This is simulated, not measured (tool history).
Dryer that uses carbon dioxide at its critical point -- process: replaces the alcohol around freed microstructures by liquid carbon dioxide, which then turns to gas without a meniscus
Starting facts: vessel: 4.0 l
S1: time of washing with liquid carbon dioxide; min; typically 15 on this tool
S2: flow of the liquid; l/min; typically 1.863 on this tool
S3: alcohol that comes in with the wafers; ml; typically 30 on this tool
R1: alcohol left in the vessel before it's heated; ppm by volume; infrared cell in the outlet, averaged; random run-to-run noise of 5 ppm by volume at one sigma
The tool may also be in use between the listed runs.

{"run": 1, "hour": 0.0, "S1": 15, "S2": 1.863, "S3": 30, "R1": 92}
{"run": 2, "hour": 15.3, "S1": 15, "S2": 1.863, "S3": 30, "R1": 91}
{"run": 3, "hour": 38.0, "S1": 15, "S2": 1.863, "S3": 30, "R1": 94}
{"run": 4, "hour": 64.9, "S1": 15, "S2": 1.863, "S3": 30, "R1": 96}
{"run": 5, "hour": 89.6, "S1": 15, "S2": 1.863, "S3": 30, "R1": 91}
{"run": 6, "hour": 113.2, "S1": 15, "S2": 1.863, "S3": 30, "R1": 97}
{"run": 7, "hour": 135.9, "S1": 15, "S2": 1.863, "S3": 30, "R1": 104}
{"run": 8, "hour": 157.1, "S1": 15, "S2": 1.863, "S3": 30, "R1": 111}
{"run": 9, "hour": 179.5, "S1": 15, "S2": 1.863, "S3": 30, "R1": 115}
{"run": 10, "hour": 206.1, "S1": 15, "S2": 1.863, "S3": 30, "R1": 116}
{"run": 11, "hour": 243.6, "S1": 15, "S2": 1.863, "S3": 30, "R1": 119}
{"run": 12, "hour": 259.3, "S1": 15, "S2": 1.863, "S3": 30, "R1": 130}
{"run": 13, "hour": 290.7, "S1": 15, "S2": 1.4, "S3": 30, "R1": 277}
{"run": 14, "hour": 311.5, "S1": 15, "S2": 1.4, "S3": 30, "R1": 283}
{"run": 15, "hour": 344.7, "S1": 15, "S2": 1.4, "S3": 30, "R1": 296}
{"run": 16, "hour": 372.8, "S1": 15, "S2": 1.4, "S3": 30, "R1": 286}
{"run": 17, "hour": 405.1, "S1": 15, "S2": 1.4, "S3": 30, "R1": 311}
{"run": 18, "hour": 429.7, "S1": 15, "S2": 1.863, "S3": 33, "R1": 155}
{"run": 19, "hour": 466.8, "S1": 15, "S2": 2.28, "S3": 30, "R1": 110}
{"run": 20, "hour": 492.4, "S1": 15, "S2": 2.28, "S3": 30, "R1": 108}
{"run": 21, "hour": 524.8, "S1": 15, "S2": 2.28, "S3": 30, "R1": 104}
{"run": 22, "hour": 562.1, "S1": 15, "S2": 1.16, "S3": 30, "R1": 531}
{"run": 23, "hour": 593.5, "S1": 15, "S2": 1.16, "S3": 30, "R1": 563}
{"run": 24, "hour": 627.1, "S1": 15, "S2": 1.16, "S3": 30, "R1": 559}
{"run": 25, "hour": 650.4, "S1": 15, "S2": 1.36, "S3": 104, "R1": 1127}
{"run": 26, "hour": 667.6, "S1": 21, "S2": 1.35, "S3": 104, "R1": 366}
{"hour": 686.5, "done": "inlet filter changed"}
{"run": 27, "hour": 687.9, "S1": 21, "S2": 1.35, "S3": 104, "R1": 219}
{"run": 28, "hour": 717.0, "S1": 15, "S2": 1.863, "S3": 97, "R1": 215}
{"run": 29, "hour": 733.6, "S1": 15, "S2": 1.863, "S3": 97, "R1": 228}
{"run": 30, "hour": 764.3, "S1": 15, "S2": 1.863, "S3": 97, "R1": 234}
{"hour": 786.4, "done": "purifier's bed changed"}
{"run": 31, "hour": 799.8, "S1": 15, "S2": 1.863, "S3": 97, "R1": 140}
{"run": 32, "hour": 833.6, "S1": 13, "S2": 1.863, "S3": 24, "R1": 72}
{"run": 33, "hour": 850.7, "S1": 10, "S2": 2.53, "S3": 30, "R1": 72}
{"run": 34, "hour": 886.3, "S1": 10, "S2": 1.77, "S3": 86, "R1": 815}
{"run": 35, "hour": 914.1, "S1": 20, "S2": 2.2, "S3": 46, "R1": 23}
{"run": 36, "hour": 949.8, "S1": 14, "S2": 1.82, "S3": 46, "R1": 120}
{"run": 37, "hour": 987.7, "S1": 14, "S2": 1.82, "S3": 46, "R1": 128}
{"run": 38, "hour": 1014.7, "S1": 9, "S2": 2.4, "S3": 60, "R1": 286}
{"run": 39, "hour": 1046.5, "S1": 11, "S2": 1.5, "S3": 111, "R1": 1476}
{"run": 40, "hour": 1065.8, "S1": 20, "S2": 2.36, "S3": 89, "R1": 45}
{"run": 41, "hour": 1086.5, "S1": 23, "S2": 2.5, "S3": 109, "R1": 25}
{"run": 42, "hour": 1107.7, "S1": 15, "S2": 2.5, "S3": 26, "R1": 42}
{"run": 43, "hour": 1135.1, "S1": 15, "S2": 1.863, "S3": 68, "R1": 147}
{"run": 44, "hour": 1150.7, "S1": 21, "S2": 2.94, "S3": 29, "R1": 35}
{"run": 45, "hour": 1169.2, "S1": 12, "S2": 1.3, "S3": 30, "R1": 532}
{"run": 46, "hour": 1205.4, "S1": 15, "S2": 1.863, "S3": 30, "R1": 92}
{"run": 47, "hour": 1227.9, "S1": 12, "S2": 1.15, "S3": 30, "R1": 713}
{"run": 48, "hour": 1247.5, "S1": 15, "S2": 1.15, "S3": 23, "R1": 339}

Consider 3 possible next runs. They are alternatives, not a sequence: every one starts from the tool as it was left by run 48. What does each give?
{"run": "A", "hour": 1266.4, "S1": 11, "S2": 3.12, "S3": 23, "R1": "?"}
{"run": "B", "hour": 1266.4, "S1": 23, "S2": 2.46, "S3": 26, "R1": "?"}
{"run": "C", "hour": 1266.4, "S1": 12, "S2": 1.15, "S3": 23, "R1": "?"}

run=A R1=56
run=B R1=42
run=C R1=577
What these runs would have given with no unlogged condition in the tool:
run=A R1=7
run=B R1=0
run=C R1=437

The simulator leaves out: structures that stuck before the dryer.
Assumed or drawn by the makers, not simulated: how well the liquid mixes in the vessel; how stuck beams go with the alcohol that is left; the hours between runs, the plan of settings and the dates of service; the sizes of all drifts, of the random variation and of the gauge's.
